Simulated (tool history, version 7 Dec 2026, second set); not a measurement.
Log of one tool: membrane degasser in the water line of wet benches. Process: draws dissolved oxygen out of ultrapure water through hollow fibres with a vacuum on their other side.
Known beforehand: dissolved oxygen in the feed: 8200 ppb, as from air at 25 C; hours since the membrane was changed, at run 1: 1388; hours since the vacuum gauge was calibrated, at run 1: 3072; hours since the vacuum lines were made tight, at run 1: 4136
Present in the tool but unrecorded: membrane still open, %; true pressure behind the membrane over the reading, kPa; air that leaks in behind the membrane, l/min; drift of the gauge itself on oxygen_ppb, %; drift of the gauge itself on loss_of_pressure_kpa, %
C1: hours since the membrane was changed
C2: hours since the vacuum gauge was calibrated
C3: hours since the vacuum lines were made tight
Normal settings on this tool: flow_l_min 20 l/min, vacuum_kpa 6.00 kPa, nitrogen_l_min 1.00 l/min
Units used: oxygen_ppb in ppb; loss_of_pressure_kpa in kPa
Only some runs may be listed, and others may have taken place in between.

{"run": 1, "day": 0.0, "flow_l_min": 20, "vacuum_kpa": 6.0, "nitrogen_l_min": 1.0, "C1": 1388, "C2": 3072, "C3": 4136, "oxygen_ppb": 134.9, "loss_of_pressure_kpa": 47.43}
{"run": 2, "day": 12.171, "flow_l_min": 20, "vacuum_kpa": 6.0, "nitrogen_l_min": 1.0, "C1": 1680, "C2": 3364, "C3": 4428, "oxygen_ppb": 133.7, "loss_of_pressure_kpa": 47.01}
{"run": 3, "day": 20.304, "flow_l_min": 20, "vacuum_kpa": 6.0, "nitrogen_l_min": 1.0, "C1": 1875, "C2": 3559, "C3": 4623, "oxygen_ppb": 132.1, "loss_of_pressure_kpa": 47.5}
{"day": 33.654, "done": "seals of the vacuum lines changed"}
{"run": 4, "day": 33.654, "flow_l_min": 20, "vacuum_kpa": 6.0, "nitrogen_l_min": 1.0, "C1": 2193, "C2": 3878, "C3": 0, "oxygen_ppb": 130.5, "loss_of_pressure_kpa": 47.54}
{"run": 5, "day": 41.875, "flow_l_min": 20, "vacuum_kpa": 6.0, "nitrogen_l_min": 0.42, "C1": 2391, "C2": 4075, "C3": 197, "oxygen_ppb": 263.2, "loss_of_pressure_kpa": 47.56}
{"run": 6, "day": 49.242, "flow_l_min": 20, "vacuum_kpa": 6.0, "nitrogen_l_min": 0.42, "C1": 2567, "C2": 4252, "C3": 374, "oxygen_ppb": 260.0, "loss_of_pressure_kpa": 47.19}
{"run": 7, "day": 62.65, "flow_l_min": 20, "vacuum_kpa": 6.0, "nitrogen_l_min": 0.97, "C1": 2889, "C2": 4574, "C3": 696, "oxygen_ppb": 138.7, "loss_of_pressure_kpa": 47.13}
{"run": 8, "day": 70.683, "flow_l_min": 20, "vacuum_kpa": 6.0, "nitrogen_l_min": 1.0, "C1": 3082, "C2": 4767, "C3": 889, "oxygen_ppb": 133.3, "loss_of_pressure_kpa": 47.45}
{"run": 9, "day": 78.204, "flow_l_min": 20, "vacuum_kpa": 6.0, "nitrogen_l_min": 1.0, "C1": 3262, "C2": 4947, "C3": 1069, "oxygen_ppb": 133.2, "loss_of_pressure_kpa": 47.37}
{"run": 10, "day": 84.15, "flow_l_min": 20, "vacuum_kpa": 6.0, "nitrogen_l_min": 1.0, "C1": 3405, "C2": 5090, "C3": 1212, "oxygen_ppb": 132.1, "loss_of_pressure_kpa": 47.44}
{"day": 86.633, "done": "vacuum gauge calibrated"}
{"run": 11, "day": 97.5, "flow_l_min": 20, "vacuum_kpa": 6.0, "nitrogen_l_min": 1.0, "C1": 3725, "C2": 261, "C3": 1532, "oxygen_ppb": 134.0, "loss_of_pressure_kpa": 47.57}
{"run": 12, "day": 104.867, "flow_l_min": 20, "vacuum_kpa": 6.0, "nitrogen_l_min": 1.0, "C1": 3902, "C2": 438, "C3": 1709, "oxygen_ppb": 132.8, "loss_of_pressure_kpa": 47.16}
{"run": 13, "day": 118.533, "flow_l_min": 20, "vacuum_kpa": 6.0, "nitrogen_l_min": 1.0, "C1": 4230, "C2": 766, "C3": 2037, "oxygen_ppb": 130.5, "loss_of_pressure_kpa": 47.43}
{"run": 14, "day": 131.246, "flow_l_min": 20, "vacuum_kpa": 6.0, "nitrogen_l_min": 1.0, "C1": 4535, "C2": 1071, "C3": 2342, "oxygen_ppb": 133.7, "loss_of_pressure_kpa": 47.47}
{"run": 15, "day": 139.642, "flow_l_min": 20, "vacuum_kpa": 6.0, "nitrogen_l_min": 1.13, "C1": 4737, "C2": 1272, "C3": 2543, "oxygen_ppb": 120.3, "loss_of_pressure_kpa": 47.58}
{"run": 16, "day": 150.162, "flow_l_min": 17, "vacuum_kpa": 6.0, "nitrogen_l_min": 1.0, "C1": 4989, "C2": 1525, "C3": 2796, "oxygen_ppb": 112.9, "loss_of_pressure_kpa": 40.48}
{"run": 17, "day": 159.608, "flow_l_min": 17, "vacuum_kpa": 6.0, "nitrogen_l_min": 1.0, "C1": 5216, "C2": 1751, "C3": 3022, "oxygen_ppb": 111.7, "loss_of_pressure_kpa": 40.08}
{"run": 18, "day": 168.183, "flow_l_min": 17, "vacuum_kpa": 6.0, "nitrogen_l_min": 1.0, "C1": 5421, "C2": 1957, "C3": 3228, "oxygen_ppb": 113.4, "loss_of_pressure_kpa": 40.24}
{"run": 19, "day": 180.771, "flow_l_min": 18, "vacuum_kpa": 9.01, "nitrogen_l_min": 2.07, "C1": 5724, "C2": 2259, "C3": 3530, "oxygen_ppb": 128.6, "loss_of_pressure_kpa": 43.05}
{"run": 20, "day": 194.112, "flow_l_min": 18, "vacuum_kpa": 9.01, "nitrogen_l_min": 2.07, "C1": 6044, "C2": 2580, "C3": 3850, "oxygen_ppb": 125.1, "loss_of_pressure_kpa": 42.46}
{"run": 21, "day": 205.467, "flow_l_min": 15, "vacuum_kpa": 9.41, "nitrogen_l_min": 0.4, "C1": 6316, "C2": 2852, "C3": 4123, "oxygen_ppb": 458.2, "loss_of_pressure_kpa": 35.8}
{"run": 22, "day": 219.488, "flow_l_min": 31, "vacuum_kpa": 6.0, "nitrogen_l_min": 1.0, "C1": 6653, "C2": 3189, "C3": 4459, "oxygen_ppb": 218.8, "loss_of_pressure_kpa": 73.95}
{"run": 23, "day": 233.333, "flow_l_min": 14, "vacuum_kpa": 6.0, "nitrogen_l_min": 2.87, "C1": 6985, "C2": 3521, "C3": 4792, "oxygen_ppb": 35.7, "loss_of_pressure_kpa": 33.11}
{"day": 240.492, "done": "seals of the vacuum lines changed"}
{"run": 24, "day": 244.8, "flow_l_min": 14, "vacuum_kpa": 6.0, "nitrogen_l_min": 2.14, "C1": 7258, "C2": 3794, "C3": 103, "oxygen_ppb": 46.7, "loss_of_pressure_kpa": 33.19}
{"run": 25, "day": 255.858, "flow_l_min": 18, "vacuum_kpa": 3.71, "nitrogen_l_min": 0.5, "C1": 7524, "C2": 4059, "C3": 369, "oxygen_ppb": 44.6, "loss_of_pressure_kpa": 42.6}
{"run": 26, "day": 265.271, "flow_l_min": 18, "vacuum_kpa": 3.71, "nitrogen_l_min": 0.5, "C1": 7750, "C2": 4285, "C3": 595, "oxygen_ppb": 44.3, "loss_of_pressure_kpa": 42.6}
{"run": 27, "day": 278.617, "flow_l_min": 16, "vacuum_kpa": 3.76, "nitrogen_l_min": 0.44, "C1": 8070, "C2": 4606, "C3": 915, "oxygen_ppb": 47.4, "loss_of_pressure_kpa": 37.78}
{"run": 28, "day": 285.846, "flow_l_min": 29, "vacuum_kpa": 6.0, "nitrogen_l_min": 0.41, "C1": 8243, "C2": 4779, "C3": 1088, "oxygen_ppb": 362.3, "loss_of_pressure_kpa": 68.51}
{"run": 29, "day": 296.688, "flow_l_min": 29, "vacuum_kpa": 6.0, "nitrogen_l_min": 0.41, "C1": 8504, "C2": 5039, "C3": 1349, "oxygen_ppb": 366.7, "loss_of_pressure_kpa": 68.81}
{"day": 300.958, "done": "vacuum gauge calibrated"}
{"run": 30, "day": 304.8, "flow_l_min": 18, "vacuum_kpa": 6.45, "nitrogen_l_min": 0.42, "C1": 8698, "C2": 92, "C3": 1543, "oxygen_ppb": 273.0, "loss_of_pressure_kpa": 42.68}
{"run": 31, "day": 318.108, "flow_l_min": 26, "vacuum_kpa": 4.96, "nitrogen_l_min": 1.46, "C1": 9017, "C2": 412, "C3": 1862, "oxygen_ppb": 93.3, "loss_of_pressure_kpa": 61.64}

Alternative continuations, all from the tool just after run 31; predict every row:
{"day": 319.567, "done": "membrane cartridge changed"}
{"run": "A", "day": 328.071, "flow_l_min": 20, "vacuum_kpa": 13.42, "nitrogen_l_min": 1.73, "C1": 204, "C2": 647, "C3": 2097, "oxygen_ppb": "?", "loss_of_pressure_kpa": "?"}
{"day": 319.567, "done": "membrane cartridge changed"}
{"run": "B", "day": 328.071, "flow_l_min": 28, "vacuum_kpa": 6.0, "nitrogen_l_min": 0.8, "C1": 204, "C2": 647, "C3": 2097, "oxygen_ppb": "?", "loss_of_pressure_kpa": "?"}
{"day": 319.567, "done": "membrane cartridge changed"}
{"run": "C", "day": 328.071, "flow_l_min": 27, "vacuum_kpa": 12.36, "nitrogen_l_min": 0.42, "C1": 204, "C2": 647, "C3": 2097, "oxygen_ppb": "?", "loss_of_pressure_kpa": "?"}
{"day": 319.567, "done": "membrane cartridge changed"}
{"run": "D", "day": 328.071, "flow_l_min": 20, "vacuum_kpa": 6.59, "nitrogen_l_min": 1.0, "C1": 204, "C2": 647, "C3": 2097, "oxygen_ppb": "?", "loss_of_pressure_kpa": "?"}
{"day": 319.567, "done": "membrane cartridge changed"}
{"run": "E", "day": 328.071, "flow_l_min": 20, "vacuum_kpa": 6.0, "nitrogen_l_min": 1.69, "C1": 204, "C2": 647, "C3": 2097, "oxygen_ppb": "?", "loss_of_pressure_kpa": "?"}

run=A oxygen_ppb=273.2 loss_of_pressure_kpa=47.65
run=B oxygen_ppb=222.8 loss_of_pressure_kpa=66.04
run=C oxygen_ppb=961.4 loss_of_pressure_kpa=64.15
run=D oxygen_ppb=160.8 loss_of_pressure_kpa=47.23
run=E oxygen_ppb=87.5 loss_of_pressure_kpa=47.26
Without the tool's hidden state the same runs would have given:
run=A oxygen_ppb=273.1 loss_of_pressure_kpa=47.64
run=B oxygen_ppb=222.7 loss_of_pressure_kpa=66.04
run=C oxygen_ppb=961.3 loss_of_pressure_kpa=64.15
run=D oxygen_ppb=160.8 loss_of_pressure_kpa=47.23
run=E oxygen_ppb=87.5 loss_of_pressure_kpa=47.25

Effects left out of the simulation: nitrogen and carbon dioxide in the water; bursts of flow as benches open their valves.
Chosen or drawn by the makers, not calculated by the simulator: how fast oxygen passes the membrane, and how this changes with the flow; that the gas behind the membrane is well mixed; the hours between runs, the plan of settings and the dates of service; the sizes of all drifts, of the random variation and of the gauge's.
